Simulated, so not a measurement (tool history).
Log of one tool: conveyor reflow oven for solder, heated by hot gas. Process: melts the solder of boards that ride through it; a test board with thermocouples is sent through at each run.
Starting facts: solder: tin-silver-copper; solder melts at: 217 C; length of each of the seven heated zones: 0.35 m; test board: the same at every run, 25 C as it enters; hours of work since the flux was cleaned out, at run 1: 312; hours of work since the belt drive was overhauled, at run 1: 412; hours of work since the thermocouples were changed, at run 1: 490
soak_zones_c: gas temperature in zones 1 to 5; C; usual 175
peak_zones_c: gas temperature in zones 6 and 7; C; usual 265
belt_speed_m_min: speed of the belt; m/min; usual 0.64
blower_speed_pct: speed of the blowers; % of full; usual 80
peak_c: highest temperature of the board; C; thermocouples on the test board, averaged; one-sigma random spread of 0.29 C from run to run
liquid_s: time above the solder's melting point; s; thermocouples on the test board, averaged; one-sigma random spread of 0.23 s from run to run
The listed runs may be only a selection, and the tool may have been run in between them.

run	hour	soak_zones_c	peak_zones_c	belt_speed_m_min	blower_speed_pct	hours of work since the flux was cleaned out	hours of work since the belt drive was overhauled	hours of work since the thermocouples were changed	peak_c	liquid_s
1	0	175	265	0.64	80	312	412	490	250.3	48.9
2	24.4	175	265	0.64	61	323	423	501	247	45.5
3	56.4	175	265	0.64	61	337	437	515	246.4	45.3
4	70.8	175	265	0.682	80	343	443	522	248.3	44
5	104.9	175	265	0.64	80	358	458	537	250.2	48.4
6	138	175	263	0.64	80	373	473	551	248.6	47.5
7	152.2	175	265	0.64	51	379	479	557	244.5	42.2
8	167	175	265	0.64	51	385	486	564	243.7	42.2
9	188	175	265	0.64	78	395	495	573	249.5	47.8
10	203	175	265	0.617	80	401	502	580	250.6	50.9
11	230.8	175	265	0.617	80	413	514	592	251.1	51.3
12	257.4	175	265	0.617	80	425	525	604	250.6	50.9
13	275.8	175	265	0.64	80	433	534	612	249.4	48.1
14	294.4	175	265	0.64	80	441	542	620	249.2	48
15	321.3	175	265	0.64	80	453	554	632	249.2	48
16	338.5	175	267	0.532	80	461	561	639	255.5	63.7
# hour 348.4: flux residue cleaned out of gas plates and filters
17	364.6	175	267	0.669	70	7	570	648	251.5	47.5
18	393.8	168	255	0.727	67	20	583	661	236.2	30.4
19	413.1	179	272	0.64	80	28	592	670	259	55.9
20	443.9	179	272	0.64	80	42	605	683	259.4	55.6
21	476.8	179	272	0.64	80	56	620	698	258.9	55.5
22	490.6	185	272	0.763	82	63	626	704	255.3	46.1
23	505.1	185	272	0.763	82	69	632	710	255.6	46.2
24	537.4	167	265	0.64	72	83	646	724	249.5	46.4
25	562	164	265	0.64	80	94	657	735	249.9	46.6
26	579.9	164	265	0.64	80	102	665	743	250.8	46.4
27	604.9	164	265	0.64	80	113	676	754	250.2	45.8
# hour 632.6: thermocouples of zones 6 and 7 changed
28	636.3	181	271	0.522	80	126	689	2	263.8	72.4
29	651.8	181	271	0.522	80	132	696	8	263.9	72.2
30	682.9	170	273	0.64	81	146	709	22	259.7	52.8

Each row is a separate what-if for the run after 30, all from the same tool condition, not one after another. Results?
A	710.1	175	265	0.573	55	158	721	34	?	?
B	710.1	165	265	0.64	74	158	721	34	?	?
C	710.1	175	266	0.666	80	158	721	34	?	?

run	peak_c	liquid_s
A	251.3	55.2
B	250.4	45.5
C	252.7	48.4
What these runs would have given with no unlogged condition in the tool:
run	peak_c	liquid_s
A	251.9	55.5
B	251.5	46.2
C	253.8	49
